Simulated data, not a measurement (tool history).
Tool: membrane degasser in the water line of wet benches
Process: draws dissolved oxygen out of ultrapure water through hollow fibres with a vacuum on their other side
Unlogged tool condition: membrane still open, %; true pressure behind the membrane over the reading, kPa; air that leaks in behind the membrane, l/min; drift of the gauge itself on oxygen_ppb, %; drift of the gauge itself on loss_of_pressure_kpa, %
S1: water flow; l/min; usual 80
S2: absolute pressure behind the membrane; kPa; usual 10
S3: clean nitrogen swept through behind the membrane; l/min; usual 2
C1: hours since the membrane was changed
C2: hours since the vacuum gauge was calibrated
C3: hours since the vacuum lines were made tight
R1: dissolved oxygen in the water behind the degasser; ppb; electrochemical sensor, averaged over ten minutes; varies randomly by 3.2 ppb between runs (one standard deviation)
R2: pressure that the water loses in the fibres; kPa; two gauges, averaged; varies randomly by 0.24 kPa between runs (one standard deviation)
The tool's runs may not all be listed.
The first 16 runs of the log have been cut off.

run 17 hour=840.5 | S1=114 S2=9.6 S3=2 | C1=2408 C2=196 C3=743 | R1=665.7 R2=90.98
run 18 hour=910.3 | S1=90 S2=10 S3=2.06 | C1=2477 C2=266 C3=813 | R1=568.5 R2=71.63
-- hour=927.4 vacuum gauge calibrated, once more
run 19 hour=966.9 | S1=127 S2=9.1 S3=4.38 | C1=2534 C2=39 C3=869 | R1=380.3 R2=101.79
run 20 hour=1043.2 | S1=127 S2=9.1 S3=4.38 | C1=2610 C2=116 C3=946 | R1=377.3 R2=101.84
run 21 hour=1090.6 | S1=80 S2=10.2 S3=1.11 | C1=2657 C2=163 C3=993 | R1=814.8 R2=64.05
run 22 hour=1158.6 | S1=80 S2=10.2 S3=1.11 | C1=2725 C2=231 C3=1061 | R1=813.6 R2=63.67
run 23 hour=1209.3 | S1=84 S2=11.4 S3=2 | C1=2776 C2=282 C3=1112 | R1=647.8 R2=67.21
run 24 hour=1284 | S1=84 S2=11.4 S3=2 | C1=2851 C2=357 C3=1186 | R1=653.3 R2=67.48
run 25 hour=1350.9 | S1=120 S2=10.3 S3=2.71 | C1=2918 C2=423 C3=1253 | R1=602.2 R2=96.21
run 26 hour=1432.3 | S1=103 S2=10 S3=2.46 | C1=2999 C2=505 C3=1335 | R1=558 R2=82.73

What will run 27 give?
run 27 hour=1468.9 | S1=67 S2=6.2 S3=1.47 | C1=3035 C2=541 C3=1371 | R1=? R2=?

{"run 27": {"R1": 266.5, "R2": 53.57}}
The same run, on a tool lacking any hidden state, would have yielded R1 263.2 ppb, R2 51.96 kPa.
